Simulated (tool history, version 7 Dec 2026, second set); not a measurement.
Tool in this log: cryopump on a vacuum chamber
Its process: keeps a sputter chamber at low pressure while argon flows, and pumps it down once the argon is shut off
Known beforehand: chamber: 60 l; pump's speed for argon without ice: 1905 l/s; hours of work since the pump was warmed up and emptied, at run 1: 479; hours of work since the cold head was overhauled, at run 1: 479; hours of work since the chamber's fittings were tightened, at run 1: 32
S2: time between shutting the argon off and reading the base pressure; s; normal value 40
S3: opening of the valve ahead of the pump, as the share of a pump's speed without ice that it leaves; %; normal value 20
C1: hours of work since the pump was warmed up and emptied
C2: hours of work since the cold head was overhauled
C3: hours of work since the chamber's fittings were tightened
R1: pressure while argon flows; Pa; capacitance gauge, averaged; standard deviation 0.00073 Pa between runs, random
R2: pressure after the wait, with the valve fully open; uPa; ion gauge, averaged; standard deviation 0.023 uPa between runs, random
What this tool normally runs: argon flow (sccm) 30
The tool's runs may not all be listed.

Run 1, day 0: usual settings; C1 479; C2 479; C3 32. Result: R1 0.1363 Pa, R2 0.85 uPa.
Run 2, day 1.192: usual settings but argon flow (sccm) 44; C1 491; C2 491; C3 43. Result: R1 0.2024 Pa, R2 0.86 uPa.
Run 3, day 2.508: usual settings but argon flow (sccm) 44; C1 504; C2 504; C3 57. Result: R1 0.2018 Pa, R2 0.85 uPa.
Run 4, day 3.612: usual settings but argon flow (sccm) 44; C1 515; C2 515; C3 68. Result: R1 0.2023 Pa, R2 0.85 uPa.
Run 5, day 4.917: usual settings; C1 528; C2 528; C3 80. Result: R1 0.138 Pa, R2 0.89 uPa.
Run 6, day 6.992: usual settings; C1 549; C2 549; C3 101. Result: R1 0.1383 Pa, R2 0.86 uPa.
Run 7, day 8.492: usual settings but argon flow (sccm) 21; C1 564; C2 564; C3 116. Result: R1 0.0967 Pa, R2 0.91 uPa.
Run 8, day 10.854: usual settings but argon flow (sccm) 21; C1 587; C2 587; C3 140. Result: R1 0.0974 Pa, R2 0.94 uPa.
Run 9, day 12.721: usual settings but argon flow (sccm) 21; C1 606; C2 606; C3 158. Result: R1 0.0976 Pa, R2 0.94 uPa.
Run 10, day 14.888: usual settings but argon flow (sccm) 21; C1 627; C2 627; C3 180. Result: R1 0.0971 Pa, R2 0.95 uPa.
Run 11, day 17.15: usual settings; C1 650; C2 650; C3 202. Result: R1 0.1385 Pa, R2 0.98 uPa.
Run 12, day 19.383: usual settings; C1 672; C2 672; C3 225. Result: R1 0.1409 Pa, R2 0.91 uPa.
Run 13, day 20.938: usual settings; C1 687; C2 687; C3 240. Result: R1 0.14 Pa, R2 0.99 uPa.
Run 14, day 22.962: usual settings but argon flow (sccm) 16, S2 157 s, S3 28 %; C1 708; C2 708; C3 260. Result: R1 0.054 Pa, R2 0.54 uPa.
Run 15, day 24.021: usual settings but argon flow (sccm) 29, S2 118 s; C1 718; C2 718; C3 271. Result: R1 0.137 Pa, R2 0.56 uPa.
Run 16, day 25.704: usual settings but argon flow (sccm) 24, S3 24 %; C1 735; C2 735; C3 288. Result: R1 0.0947 Pa, R2 0.99 uPa.
Run 17, day 27.467: usual settings but argon flow (sccm) 24, S3 24 %; C1 753; C2 753; C3 305. Result: R1 0.0938 Pa, R2 1.02 uPa.
Run 18, day 29.558: usual settings but argon flow (sccm) 24, S2 173 s, S3 24 %; C1 773; C2 773; C3 326. Result: R1 0.0952 Pa, R2 0.52 uPa.
Run 19, day 30.988: usual settings but argon flow (sccm) 15, S2 30 s, S3 22 %; C1 788; C2 788; C3 340. Result: R1 0.0641 Pa, R2 1.26 uPa.
Run 20, day 33.346: usual settings but argon flow (sccm) 37, S2 108 s, S3 48 %; C1 811; C2 811; C3 364. Result: R1 0.0794 Pa, R2 0.71 uPa.
Run 21, day 34.412: usual settings but argon flow (sccm) 37, S2 108 s, S3 48 %; C1 822; C2 822; C3 374. Result: R1 0.0792 Pa, R2 0.71 uPa.
Run 22, day 36.488: usual settings but S2 165 s, S3 37 %; C1 842; C2 842; C3 395. Result: R1 0.0806 Pa, R2 0.6 uPa.

What does the tool deliver on the next run?
Run 23, day 38.075: usual settings but argon flow (sccm) 36, S2 80 s, S3 18 %; C1 858; C2 858; C3 411. Result: R1 ?, R2 ?.

Run 23 produced R1 0.1884 Pa, R2 0.77 uPa.
Take away the tool's hidden state, keep the run-to-run variation as it was, and the same run would have given R1 0.1774 Pa, R2 0.45 uPa.

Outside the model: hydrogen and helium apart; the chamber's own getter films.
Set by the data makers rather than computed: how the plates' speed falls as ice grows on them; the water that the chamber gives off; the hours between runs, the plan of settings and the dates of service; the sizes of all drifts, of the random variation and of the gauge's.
